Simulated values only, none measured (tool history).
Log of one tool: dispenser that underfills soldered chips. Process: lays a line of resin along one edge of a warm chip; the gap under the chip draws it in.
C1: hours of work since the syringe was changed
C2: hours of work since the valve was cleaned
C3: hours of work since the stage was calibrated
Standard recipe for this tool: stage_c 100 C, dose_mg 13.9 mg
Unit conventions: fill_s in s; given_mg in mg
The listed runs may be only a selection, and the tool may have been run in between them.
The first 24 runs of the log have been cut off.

{"run": 25, "hour": 133.4, "stage_c": 102, "dose_mg": 13.9, "C1": 8, "C2": 26, "C3": 180, "fill_s": 87.4, "given_mg": 13.74}
{"hour": 136.9, "done": "new syringe of resin"}
{"run": 26, "hour": 137.2, "stage_c": 102, "dose_mg": 13.9, "C1": 0, "C2": 28, "C3": 182, "fill_s": 47, "given_mg": 13.79}
{"run": 27, "hour": 142.2, "stage_c": 110, "dose_mg": 12.4, "C1": 4, "C2": 32, "C3": 186, "fill_s": 46.1, "given_mg": 12.06}
{"run": 28, "hour": 146.2, "stage_c": 95, "dose_mg": 12.4, "C1": 6, "C2": 35, "C3": 189, "fill_s": 109.1, "given_mg": 12.15}
{"hour": 151.7, "done": "new syringe of resin"}
{"run": 29, "hour": 153.6, "stage_c": 104, "dose_mg": 17.5, "C1": 1, "C2": 39, "C3": 193, "fill_s": 46.4, "given_mg": 17.16}
{"run": 30, "hour": 161.4, "stage_c": 103, "dose_mg": 13.9, "C1": 7, "C2": 45, "C3": 199, "fill_s": 76.1, "given_mg": 13.57}
{"run": 31, "hour": 165.1, "stage_c": 85, "dose_mg": 13.2, "C1": 9, "C2": 47, "C3": 201, "fill_s": 214.6, "given_mg": 12.89}
{"hour": 166.4, "done": "new syringe of resin"}
{"run": 32, "hour": 172.7, "stage_c": 101, "dose_mg": 14.3, "C1": 4, "C2": 52, "C3": 206, "fill_s": 69.4, "given_mg": 13.98}
{"run": 33, "hour": 177.5, "stage_c": 114, "dose_mg": 14.9, "C1": 7, "C2": 55, "C3": 209, "fill_s": 50.6, "given_mg": 14.44}
{"hour": 181.4, "done": "new syringe of resin"}
{"run": 34, "hour": 184.8, "stage_c": 114, "dose_mg": 14.9, "C1": 2, "C2": 60, "C3": 214, "fill_s": 33.3, "given_mg": 14.5}
{"run": 35, "hour": 191.7, "stage_c": 89, "dose_mg": 13.8, "C1": 7, "C2": 65, "C3": 219, "fill_s": 149.5, "given_mg": 13.35}

What if the next run were any one of these 3? Each begins from the tool's condition after run 35:
{"hour": 196.4, "done": "new syringe of resin"}
{"run": "A", "hour": 198.5, "stage_c": 99, "dose_mg": 15.9, "C1": 1, "C2": 69, "C3": 223, "fill_s": "?", "given_mg": "?"}
{"hour": 196.4, "done": "new syringe of resin"}
{"run": "B", "hour": 198.5, "stage_c": 104, "dose_mg": 13.8, "C1": 1, "C2": 69, "C3": 223, "fill_s": "?", "given_mg": "?"}
{"hour": 196.4, "done": "new syringe of resin"}
{"run": "C", "hour": 198.5, "stage_c": 106, "dose_mg": 12.8, "C1": 1, "C2": 69, "C3": 223, "fill_s": "?", "given_mg": "?"}

run=A fill_s=60.4 given_mg=15.4
run=B fill_s=48.7 given_mg=13.41
run=C fill_s=46 given_mg=12.39
Take away the tool's hidden state, keep each run's random variation, and the runs would have read:
run=A fill_s=50.6 given_mg=15.87
run=B fill_s=40.7 given_mg=13.82
run=C fill_s=38.4 given_mg=12.77
